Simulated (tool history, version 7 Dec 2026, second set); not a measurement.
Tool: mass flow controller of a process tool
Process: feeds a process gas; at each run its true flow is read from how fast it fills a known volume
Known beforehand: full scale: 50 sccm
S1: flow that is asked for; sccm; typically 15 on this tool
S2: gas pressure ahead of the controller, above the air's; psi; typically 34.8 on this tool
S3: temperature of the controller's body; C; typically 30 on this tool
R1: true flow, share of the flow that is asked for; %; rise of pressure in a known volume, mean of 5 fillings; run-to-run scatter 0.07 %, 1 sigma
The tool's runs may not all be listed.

{"run": 1, "hour": 0.0, "S1": 15, "S2": 34.8, "S3": 30, "R1": 99.09}
{"run": 2, "hour": 310.5, "S1": 15, "S2": 34.8, "S3": 30, "R1": 99.16}
{"run": 3, "hour": 559.3, "S1": 15, "S2": 22.8, "S3": 30, "R1": 98.64}
{"run": 4, "hour": 764.8, "S1": 15, "S2": 22.8, "S3": 30, "R1": 98.53}
{"run": 5, "hour": 945.0, "S1": 15, "S2": 22.8, "S3": 30, "R1": 98.61}
{"run": 6, "hour": 1123.7, "S1": 15, "S2": 22.8, "S3": 30, "R1": 98.72}
{"run": 7, "hour": 1496.8, "S1": 15, "S2": 22.8, "S3": 30, "R1": 98.67}
{"run": 8, "hour": 1873.7, "S1": 15, "S2": 31.3, "S3": 30, "R1": 99.16}
{"run": 9, "hour": 2163.3, "S1": 15, "S2": 34.8, "S3": 30, "R1": 99.4}
{"run": 10, "hour": 2565.4, "S1": 15, "S2": 34.8, "S3": 30, "R1": 99.33}
{"run": 11, "hour": 2827.6, "S1": 15, "S2": 34.8, "S3": 30, "R1": 99.35}
{"run": 12, "hour": 3039.4, "S1": 15, "S2": 34.8, "S3": 30, "R1": 99.34}
{"run": 13, "hour": 3413.5, "S1": 15, "S2": 34.8, "S3": 30, "R1": 99.38}
{"run": 14, "hour": 3765.1, "S1": 15, "S2": 34.8, "S3": 30, "R1": 99.57}
{"run": 15, "hour": 4043.6, "S1": 15, "S2": 34.8, "S3": 40, "R1": 100.55}
{"run": 16, "hour": 4308.3, "S1": 14, "S2": 34.8, "S3": 30, "R1": 99.58}
{"run": 17, "hour": 4531.7, "S1": 15, "S2": 34.8, "S3": 38, "R1": 100.41}
{"run": 18, "hour": 4879.9, "S1": 15, "S2": 34.8, "S3": 26, "R1": 99.37}
{"run": 19, "hour": 5124.8, "S1": 28, "S2": 34.8, "S3": 30, "R1": 99.81}
{"run": 20, "hour": 5350.1, "S1": 28, "S2": 34.8, "S3": 30, "R1": 99.96}
{"run": 21, "hour": 5529.0, "S1": 28, "S2": 34.8, "S3": 30, "R1": 99.77}
{"run": 22, "hour": 5791.5, "S1": 28, "S2": 26.3, "S3": 30, "R1": 99.51}
{"run": 23, "hour": 6085.0, "S1": 15, "S2": 34.8, "S3": 30, "R1": 99.69}
{"run": 24, "hour": 6463.0, "S1": 15, "S2": 34.8, "S3": 30, "R1": 99.83}
{"run": 25, "hour": 6757.7, "S1": 15, "S2": 34.8, "S3": 30, "R1": 99.98}
{"run": 26, "hour": 7087.7, "S1": 15, "S2": 34.8, "S3": 30, "R1": 99.97}
{"run": 27, "hour": 7270.7, "S1": 15, "S2": 35, "S3": 32, "R1": 100.17}
{"run": 28, "hour": 7579.3, "S1": 8, "S2": 34.8, "S3": 30, "R1": 101.02}
{"run": 29, "hour": 7828.8, "S1": 46, "S2": 24.4, "S3": 30, "R1": 100.03}
{"run": 30, "hour": 8023.3, "S1": 46, "S2": 24.4, "S3": 30, "R1": 100.03}
{"run": 31, "hour": 8279.9, "S1": 27, "S2": 35.7, "S3": 30, "R1": 100.03}
{"run": 32, "hour": 8510.7, "S1": 27, "S2": 35.7, "S3": 24, "R1": 99.38}
{"run": 33, "hour": 8768.9, "S1": 27, "S2": 35.7, "S3": 24, "R1": 99.52}
{"run": 34, "hour": 9019.8, "S1": 18, "S2": 28.7, "S3": 29, "R1": 99.61}
{"run": 35, "hour": 9303.6, "S1": 34, "S2": 28.7, "S3": 30, "R1": 99.93}
{"run": 36, "hour": 9527.9, "S1": 15, "S2": 34.8, "S3": 20, "R1": 99.16}
{"run": 37, "hour": 9879.0, "S1": 15, "S2": 34.8, "S3": 20, "R1": 99.18}
{"run": 38, "hour": 10188.6, "S1": 15, "S2": 34.8, "S3": 20, "R1": 99.2}
{"run": 39, "hour": 10477.6, "S1": 40, "S2": 21.9, "S3": 20, "R1": 98.76}
{"run": 40, "hour": 10655.5, "S1": 40, "S2": 21.9, "S3": 20, "R1": 98.66}
{"run": 41, "hour": 11071.7, "S1": 40, "S2": 21.9, "S3": 20, "R1": 98.54}
{"run": 42, "hour": 11492.4, "S1": 15, "S2": 37.1, "S3": 30, "R1": 100.54}
{"run": 43, "hour": 11767.9, "S1": 9, "S2": 34.8, "S3": 27, "R1": 101.36}
{"run": 44, "hour": 11938.8, "S1": 9, "S2": 34.8, "S3": 27, "R1": 101.38}
{"run": 45, "hour": 12307.9, "S1": 22, "S2": 34.8, "S3": 30, "R1": 100.19}
{"run": 46, "hour": 12582.1, "S1": 22, "S2": 34.8, "S3": 30, "R1": 100.02}
{"run": 47, "hour": 12917.0, "S1": 22, "S2": 34.8, "S3": 30, "R1": 100.2}
{"run": 48, "hour": 13324.5, "S1": 33, "S2": 28.9, "S3": 39, "R1": 100.71}

Each row is a separate what-if for the run after 48, all from the same tool condition, not one after another. Results?
{"run": "A", "hour": 13535.6, "S1": 6, "S2": 22.3, "S3": 23, "R1": "?"}
{"run": "B", "hour": 13535.6, "S1": 41, "S2": 34.8, "S3": 30, "R1": "?"}
{"run": "C", "hour": 13535.6, "S1": 14, "S2": 34.8, "S3": 32, "R1": "?"}
{"run": "D", "hour": 13535.6, "S1": 21, "S2": 29, "S3": 38, "R1": "?"}

run=A R1=102.84
run=B R1=100.24
run=C R1=101.05
run=D R1=100.75
Had the tool no hidden state, the same runs would have come out as:
run=A R1=97.46
run=B R1=100.27
run=C R1=99.29
run=D R1=99.89

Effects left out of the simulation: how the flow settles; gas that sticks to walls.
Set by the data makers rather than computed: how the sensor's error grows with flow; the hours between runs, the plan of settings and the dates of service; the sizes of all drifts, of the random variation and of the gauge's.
